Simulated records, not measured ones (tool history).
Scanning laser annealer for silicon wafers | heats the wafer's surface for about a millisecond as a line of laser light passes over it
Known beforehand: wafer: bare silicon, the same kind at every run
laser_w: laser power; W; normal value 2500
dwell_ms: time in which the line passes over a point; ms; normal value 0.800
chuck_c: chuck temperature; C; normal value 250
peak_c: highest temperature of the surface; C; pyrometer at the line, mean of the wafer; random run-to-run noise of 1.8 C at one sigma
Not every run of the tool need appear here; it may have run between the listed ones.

run 1 day=0.000 | laser_w=2500 dwell_ms=0.800 chuck_c=250 | peak_c=1002
run 2 day=0.729 | laser_w=2500 dwell_ms=0.800 chuck_c=250 | peak_c=1002
run 3 day=1.150 | laser_w=2500 dwell_ms=0.800 chuck_c=226 | peak_c=977
run 4 day=1.654 | laser_w=2500 dwell_ms=0.800 chuck_c=226 | peak_c=980
run 5 day=2.338 | laser_w=2500 dwell_ms=0.800 chuck_c=226 | peak_c=974
run 6 day=2.779 | laser_w=2500 dwell_ms=0.800 chuck_c=226 | peak_c=979
run 7 day=3.479 | laser_w=2257 dwell_ms=0.800 chuck_c=226 | peak_c=901
run 8 day=4.008 | laser_w=2257 dwell_ms=0.800 chuck_c=226 | peak_c=901
run 9 day=4.442 | laser_w=2257 dwell_ms=0.800 chuck_c=226 | peak_c=901
run 10 day=4.767 | laser_w=2257 dwell_ms=0.939 chuck_c=226 | peak_c=956
run 11 day=5.396 | laser_w=2257 dwell_ms=0.939 chuck_c=226 | peak_c=952
run 12 day=5.942 | laser_w=2500 dwell_ms=0.800 chuck_c=250 | peak_c=997
run 13 day=6.442 | laser_w=2500 dwell_ms=0.800 chuck_c=250 | peak_c=999
run 14 day=7.096 | laser_w=2162 dwell_ms=0.800 chuck_c=225 | peak_c=867

What does the tool deliver on the next run?
run 15 day=7.529 | laser_w=2162 dwell_ms=0.800 chuck_c=230 | peak_c=?

peak_c: 870 C
Minus the tool's unlogged condition, the same run would have read peak_c 901 C.
